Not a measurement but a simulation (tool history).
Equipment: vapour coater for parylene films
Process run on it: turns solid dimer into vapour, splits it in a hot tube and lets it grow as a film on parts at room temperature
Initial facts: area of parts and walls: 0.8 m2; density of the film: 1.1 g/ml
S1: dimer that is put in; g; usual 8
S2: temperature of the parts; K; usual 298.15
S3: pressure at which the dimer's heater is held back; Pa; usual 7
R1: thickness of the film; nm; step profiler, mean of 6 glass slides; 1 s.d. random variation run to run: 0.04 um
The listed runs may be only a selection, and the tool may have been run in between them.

| run | day | S1 | S2 | S3 | R1 |
|---|---|---|---|---|---|
| 1 | 0 | 8 | 298.15 | 7 | 4130 |
| 2 | 0.967 | 8 | 298.15 | 7 | 4150 |
| 3 | 2.412 | 8 | 298.15 | 7 | 4150 |
| 4 | 3.258 | 8 | 301.15 | 7 | 3690 |
| 5 | 4.008 | 8 | 298.15 | 7 | 4140 |
| 6 | 4.888 | 8 | 298.15 | 7 | 4070 |
|  | 5.071 | table's thermometer calibrated |
| 7 | 5.629 | 8 | 298.15 | 7 | 4090 |
| 8 | 7.246 | 8 | 298.15 | 7 | 4140 |
| 9 | 8.662 | 8 | 298.15 | 6.13 | 4050 |
| 10 | 9.762 | 8 | 298.15 | 6.13 | 4050 |
|  | 9.896 | table's thermometer calibrated, once more |
| 11 | 11.421 | 6 | 293.15 | 6.88 | 3640 |
| 12 | 13.067 | 6 | 293.15 | 6.88 | 3660 |
| 13 | 13.879 | 11 | 307.15 | 3.33 | 4140 |
| 14 | 14.604 | 8 | 291.15 | 5.13 | 5340 |
| 15 | 15.954 | 6 | 298.15 | 7 | 2960 |
| 16 | 17.129 | 6 | 298.15 | 7 | 2990 |
| 17 | 18.592 | 5 | 300.15 | 2.74 | 2500 |

Alternative continuations, all from the tool just after run 17; predict every row:
| A | 20.112 | 6 | 300.15 | 2.74 | ? |
| B | 20.112 | 5 | 300.15 | 2.74 | ? |
| C | 20.112 | 13 | 292.15 | 2.14 | ? |
| D | 20.112 | 8 | 298.15 | 3.78 | ? |
| E | 20.112 | 4 | 293.15 | 2.74 | ? |

| run | R1 |
|---|---|
| A | 2940 |
| B | 2460 |
| C | 8820 |
| D | 4180 |
| E | 2580 |
The same runs, with their run-to-run variation unchanged, on a tool lacking any hidden condition would have given:
| run | R1 |
|---|---|
| A | 3250 |
| B | 2710 |
| C | 9730 |
| D | 4610 |
| E | 2850 |

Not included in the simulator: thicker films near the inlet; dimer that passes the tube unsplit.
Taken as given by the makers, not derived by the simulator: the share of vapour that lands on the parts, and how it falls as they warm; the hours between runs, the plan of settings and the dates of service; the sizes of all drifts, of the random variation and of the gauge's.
